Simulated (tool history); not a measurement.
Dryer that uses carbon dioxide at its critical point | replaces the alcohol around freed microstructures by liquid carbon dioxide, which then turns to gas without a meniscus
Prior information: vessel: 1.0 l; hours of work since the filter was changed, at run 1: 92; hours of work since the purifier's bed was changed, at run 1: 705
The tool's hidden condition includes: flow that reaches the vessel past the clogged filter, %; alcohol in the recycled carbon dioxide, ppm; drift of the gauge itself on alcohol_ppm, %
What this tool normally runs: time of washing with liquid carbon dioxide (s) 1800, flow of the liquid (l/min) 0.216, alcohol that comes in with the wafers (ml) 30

| run | hour | time of washing with liquid carbon dioxide (s) | flow of the liquid (l/min) | alcohol that comes in with the wafers (ml) | hours of work since the filter was changed | hours of work since the purifier's bed was changed | alcohol left in the vessel before it's heated (ppm by volume) |
|---|---|---|---|---|---|---|---|
| 1 | 0.0 | 1800 | 0.216 | 30 | 92 | 705 | 195 |
| 2 | 25.3 | 1800 | 0.216 | 90 | 104 | 716 | 422 |
| 3 | 54.4 | 1800 | 0.216 | 30 | 116 | 729 | 216 |
| 4 | 78.7 | 1800 | 0.216 | 30 | 127 | 739 | 223 |
| 5 | 108.1 | 1800 | 0.216 | 30 | 140 | 752 | 221 |
| 6 | 149.6 | 1800 | 0.216 | 30 | 158 | 771 | 242 |
| 7 | 171.0 | 1800 | 0.228 | 50 | 168 | 780 | 257 |
| 8 | 197.8 | 1800 | 0.228 | 50 | 180 | 792 | 260 |
| 9 | 230.4 | 1800 | 0.228 | 50 | 194 | 806 | 282 |
| 10 | 254.2 | 1800 | 0.228 | 50 | 204 | 817 | 269 |
| 11 | 298.1 | 1320 | 0.216 | 84 | 224 | 836 | 1801 |

Had the tool no unlogged condition, and each run kept its random variation, what would the results have been?
| run | alcohol left in the vessel before it's heated (ppm by volume) |
|---|---|
| 1 | 85 |
| 2 | 263 |
| 3 | 94 |
| 4 | 98 |
| 5 | 91 |
| 6 | 103 |
| 7 | 106 |
| 8 | 103 |
| 9 | 113 |
| 10 | 105 |
| 11 | 1172 |
